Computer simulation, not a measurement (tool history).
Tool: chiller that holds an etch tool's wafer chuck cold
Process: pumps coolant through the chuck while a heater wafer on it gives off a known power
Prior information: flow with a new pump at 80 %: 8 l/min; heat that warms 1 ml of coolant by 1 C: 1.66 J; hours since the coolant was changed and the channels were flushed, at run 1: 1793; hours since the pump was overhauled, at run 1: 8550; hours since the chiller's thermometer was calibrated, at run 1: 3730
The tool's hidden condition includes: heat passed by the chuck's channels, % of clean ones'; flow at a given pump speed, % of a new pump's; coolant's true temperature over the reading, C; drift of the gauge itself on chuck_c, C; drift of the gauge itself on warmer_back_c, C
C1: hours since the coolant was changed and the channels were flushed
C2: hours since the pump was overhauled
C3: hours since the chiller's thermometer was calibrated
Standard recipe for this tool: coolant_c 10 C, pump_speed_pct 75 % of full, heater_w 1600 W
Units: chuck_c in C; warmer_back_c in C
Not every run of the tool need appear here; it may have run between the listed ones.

{"run": 1, "hour": 0.0, "coolant_c": 10, "pump_speed_pct": 75, "heater_w": 1600, "C1": 1793, "C2": 8550, "C3": 3730, "chuck_c": 25.4, "warmer_back_c": 7.78}
{"run": 2, "hour": 101.7, "coolant_c": 10, "pump_speed_pct": 75, "heater_w": 1600, "C1": 1895, "C2": 8651, "C3": 3832, "chuck_c": 25.4, "warmer_back_c": 7.76}
{"hour": 157.8, "done": "chiller's thermometer calibrated"}
{"run": 3, "hour": 276.8, "coolant_c": 10, "pump_speed_pct": 75, "heater_w": 1248, "C1": 2069, "C2": 8825, "C3": 119, "chuck_c": 22.1, "warmer_back_c": 6.06}
{"run": 4, "hour": 415.2, "coolant_c": 10, "pump_speed_pct": 75, "heater_w": 864, "C1": 2207, "C2": 8964, "C3": 257, "chuck_c": 18.2, "warmer_back_c": 4.09}
{"run": 5, "hour": 600.3, "coolant_c": 11, "pump_speed_pct": 75, "heater_w": 1600, "C1": 2393, "C2": 9149, "C3": 442, "chuck_c": 26.5, "warmer_back_c": 7.73}
{"run": 6, "hour": 714.5, "coolant_c": 11, "pump_speed_pct": 75, "heater_w": 1600, "C1": 2507, "C2": 9263, "C3": 557, "chuck_c": 26.4, "warmer_back_c": 7.73}
{"run": 7, "hour": 877.9, "coolant_c": 11, "pump_speed_pct": 75, "heater_w": 1600, "C1": 2670, "C2": 9427, "C3": 720, "chuck_c": 26.5, "warmer_back_c": 7.76}
{"run": 8, "hour": 1038.6, "coolant_c": 10, "pump_speed_pct": 75, "heater_w": 1600, "C1": 2831, "C2": 9587, "C3": 881, "chuck_c": 25.3, "warmer_back_c": 7.7}
{"run": 9, "hour": 1174.6, "coolant_c": 10, "pump_speed_pct": 75, "heater_w": 1600, "C1": 2967, "C2": 9723, "C3": 1017, "chuck_c": 25.5, "warmer_back_c": 7.76}
{"run": 10, "hour": 1374.4, "coolant_c": 10, "pump_speed_pct": 75, "heater_w": 1600, "C1": 3167, "C2": 9923, "C3": 1217, "chuck_c": 25.5, "warmer_back_c": 7.68}
{"run": 11, "hour": 1492.0, "coolant_c": 10, "pump_speed_pct": 75, "heater_w": 1600, "C1": 3284, "C2": 10041, "C3": 1334, "chuck_c": 25.5, "warmer_back_c": 7.75}
{"run": 12, "hour": 1644.2, "coolant_c": 10, "pump_speed_pct": 75, "heater_w": 1600, "C1": 3436, "C2": 10193, "C3": 1486, "chuck_c": 25.3, "warmer_back_c": 7.59}
{"run": 13, "hour": 1771.9, "coolant_c": 10, "pump_speed_pct": 75, "heater_w": 1600, "C1": 3564, "C2": 10321, "C3": 1614, "chuck_c": 25.4, "warmer_back_c": 7.79}
{"run": 14, "hour": 1971.2, "coolant_c": 10, "pump_speed_pct": 75, "heater_w": 1600, "C1": 3763, "C2": 10520, "C3": 1813, "chuck_c": 25.4, "warmer_back_c": 7.75}
{"run": 15, "hour": 2175.1, "coolant_c": 10, "pump_speed_pct": 84, "heater_w": 1600, "C1": 3967, "C2": 10724, "C3": 2017, "chuck_c": 24, "warmer_back_c": 6.89}
{"run": 16, "hour": 2337.0, "coolant_c": 10, "pump_speed_pct": 75, "heater_w": 1600, "C1": 4129, "C2": 10886, "C3": 2179, "chuck_c": 25.5, "warmer_back_c": 7.71}
{"hour": 2372.5, "done": "coolant pump overhauled"}
{"run": 17, "hour": 2547.1, "coolant_c": 10, "pump_speed_pct": 75, "heater_w": 1600, "C1": 4334, "C2": 175, "C3": 2384, "chuck_c": 25.4, "warmer_back_c": 7.74}
{"run": 18, "hour": 2687.0, "coolant_c": 10, "pump_speed_pct": 75, "heater_w": 1600, "C1": 4474, "C2": 315, "C3": 2524, "chuck_c": 25.4, "warmer_back_c": 7.69}
{"run": 19, "hour": 2862.3, "coolant_c": 10, "pump_speed_pct": 70, "heater_w": 1113, "C1": 4650, "C2": 490, "C3": 2699, "chuck_c": 21.5, "warmer_back_c": 5.73}
{"run": 20, "hour": 3066.7, "coolant_c": 10, "pump_speed_pct": 94, "heater_w": 928, "C1": 4854, "C2": 694, "C3": 2904, "chuck_c": 17.4, "warmer_back_c": 3.59}
{"run": 21, "hour": 3218.5, "coolant_c": 1, "pump_speed_pct": 61, "heater_w": 1254, "C1": 5006, "C2": 846, "C3": 3056, "chuck_c": 15.6, "warmer_back_c": 7.41}

Run 22 has not been measured yet. What should we expect?
{"run": 22, "hour": 3400.6, "coolant_c": 10, "pump_speed_pct": 75, "heater_w": 821, "C1": 5188, "C2": 1028, "C3": 3238, "chuck_c": "?", "warmer_back_c": "?"}

{"run 22": {"chuck_c": 18, "warmer_back_c": 3.89}}
Were there no unlogged condition in the tool, this run, its random variation unchanged, would have produced chuck_c 18 C, warmer_back_c 3.89 C.
